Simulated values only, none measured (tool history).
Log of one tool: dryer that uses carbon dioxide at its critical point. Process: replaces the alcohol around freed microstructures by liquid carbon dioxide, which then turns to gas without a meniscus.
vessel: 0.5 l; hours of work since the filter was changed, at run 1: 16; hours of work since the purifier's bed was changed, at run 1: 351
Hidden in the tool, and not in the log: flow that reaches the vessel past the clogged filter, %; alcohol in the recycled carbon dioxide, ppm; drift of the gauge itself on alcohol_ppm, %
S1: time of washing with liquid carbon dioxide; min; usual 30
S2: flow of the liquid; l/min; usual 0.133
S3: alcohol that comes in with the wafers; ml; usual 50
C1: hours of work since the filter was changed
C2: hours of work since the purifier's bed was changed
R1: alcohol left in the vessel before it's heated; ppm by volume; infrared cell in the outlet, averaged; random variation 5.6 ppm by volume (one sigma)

Run 1, day 0: usual settings; C1 16; C2 351. Result: R1 250 ppm by volume.
Run 2, day 0.338: usual settings; C1 21; C2 356. Result: R1 246 ppm by volume.
Run 3, day 0.896: usual settings; C1 30; C2 366. Result: R1 248 ppm by volume.
Run 4, day 1.321: usual settings; C1 37; C2 373. Result: R1 261 ppm by volume.
Run 5, day 1.996: usual settings; C1 49; C2 384. Result: R1 264 ppm by volume.
Run 6, day 2.512: usual settings but S2 0.099 l/min; C1 57; C2 392. Result: R1 1020 ppm by volume.
Run 7, day 2.942: usual settings but S2 0.099 l/min; C1 64; C2 400. Result: R1 1014 ppm by volume.
Run 8, day 3.696: usual settings but S2 0.099 l/min; C1 77; C2 412. Result: R1 1008 ppm by volume.
Run 9, day 4.221: usual settings but S2 0.099 l/min; C1 86; C2 421. Result: R1 1025 ppm by volume.
Run 10, day 4.675: usual settings but S2 0.099 l/min; C1 93; C2 428. Result: R1 1014 ppm by volume.
Run 11, day 5.458: usual settings but S2 0.099 l/min; C1 106; C2 441. Result: R1 1114 ppm by volume.
Run 12, day 5.971: usual settings; C1 115; C2 450. Result: R1 296 ppm by volume.
Run 13, day 6.579: usual settings; C1 125; C2 460. Result: R1 304 ppm by volume.
Run 14, day 7.354: usual settings; C1 138; C2 473. Result: R1 302 ppm by volume.
Run 15, day 7.762: usual settings; C1 144; C2 480. Result: R1 306 ppm by volume.
Run 16, day 8.088: usual settings; C1 150; C2 485. Result: R1 309 ppm by volume.
Run 17, day 8.542: usual settings; C1 157; C2 493. Result: R1 310 ppm by volume.
Run 18, day 8.958: usual settings; C1 164; C2 499. Result: R1 314 ppm by volume.
Run 19, day 9.404: usual settings; C1 172; C2 507. Result: R1 330 ppm by volume.
Run 20, day 9.808: usual settings; C1 178; C2 514. Result: R1 325 ppm by volume.
Run 21, day 10.208: usual settings but S1 27 min; C1 185; C2 520. Result: R1 511 ppm by volume.
Run 22, day 10.725: usual settings but S1 46 min; C1 194; C2 529. Result: R1 104 ppm by volume.
Run 23, day 11.25: usual settings but S1 43 min, S3 21 ml; C1 202; C2 537. Result: R1 115 ppm by volume.
Run 24, day 11.675: usual settings but S1 38 min, S2 0.173 l/min, S3 22 ml; C1 209; C2 545. Result: R1 110 ppm by volume.
Run 25, day 12.008: usual settings but S1 38 min, S2 0.173 l/min, S3 22 ml; C1 215; C2 550. Result: R1 116 ppm by volume.
Run 26, day 12.8: usual settings but S1 48 min, S2 0.146 l/min, S3 67 ml; C1 228; C2 563. Result: R1 105 ppm by volume.
At day 13.354: purifier's bed changed.
Run 27, day 13.671: usual settings but S1 48 min, S2 0.146 l/min, S3 67 ml; C1 240; C2 5. Result: R1 7 ppm by volume.
Run 28, day 14.271: usual settings but S1 31 min, S2 0.145 l/min, S3 95 ml; C1 250; C2 15. Result: R1 220 ppm by volume.
Run 29, day 14.7: usual settings but S1 24 min, S2 0.203 l/min, S3 41 ml; C1 257; C2 22. Result: R1 77 ppm by volume.
Run 30, day 15.4: usual settings but S3 29 ml; C1 269; C2 34. Result: R1 156 ppm by volume.
Run 31, day 15.829: usual settings but S1 20 min, S2 0.166 l/min, S3 94 ml; C1 276; C2 41. Result: R1 1360 ppm by volume.
Run 32, day 16.233: usual settings but S2 0.147 l/min; C1 283; C2 48. Result: R1 153 ppm by volume.
Run 33, day 16.817: usual settings but S2 0.147 l/min; C1 293; C2 57. Result: R1 160 ppm by volume.
At day 17.304: inlet filter changed.
Run 34, day 17.379: usual settings but S2 0.147 l/min; C1 1; C2 66. Result: R1 94 ppm by volume.
Run 35, day 17.775: usual settings but S2 0.147 l/min; C1 8; C2 73. Result: R1 110 ppm by volume.
Run 36, day 18.129: usual settings but S1 21 min, S2 0.083 l/min, S3 20 ml; C1 14; C2 79. Result: R1 2540 ppm by volume.
Run 37, day 18.783: usual settings but S1 23 min, S2 0.144 l/min, S3 103 ml; C1 25; C2 89. Result: R1 1103 ppm by volume.
Run 38, day 19.35: usual settings but S2 0.187 l/min, S3 44 ml; C1 34; C2 99. Result: R1 35 ppm by volume.
Run 39, day 20.079: usual settings but S2 0.187 l/min, S3 44 ml; C1 46; C2 111. Result: R1 33 ppm by volume.
Run 40, day 20.804: usual settings but S2 0.187 l/min, S3 44 ml; C1 58; C2 123. Result: R1 46 ppm by volume.
Run 41, day 21.525: usual settings but S2 0.187 l/min, S3 44 ml; C1 70; C2 135. Result: R1 45 ppm by volume.
Run 42, day 22.229: usual settings but S2 0.16 l/min, S3 24 ml; C1 82; C2 147. Result: R1 57 ppm by volume.
Run 43, day 22.779: usual settings but S1 48 min, S2 0.223 l/min, S3 49 ml; C1 91; C2 156. Result: R1 26 ppm by volume.
Run 44, day 23.167: usual settings but S3 32 ml; C1 97; C2 162. Result: R1 160 ppm by volume.

Hidden state at the last listed run before each entry between runs and at the first one after, where it differs:
Between runs 26 and 27: purifier's bed changed (day 13.354)
  flow that reaches the vessel past the clogged filter, %: 94.3 -> 94; alcohol in the recycled carbon dioxide, ppm: 109.7 -> 6.2
  measured less the result without the state, R1: +104 -> +3 ppm by volume
Between runs 33 and 34: inlet filter changed (day 17.304)
  flow that reaches the vessel past the clogged filter, %: 92.8 -> 99.7; alcohol in the recycled carbon dioxide, ppm: 15.6 -> 17.3
  measured less the result without the state, R1: +67 -> +14 ppm by volume
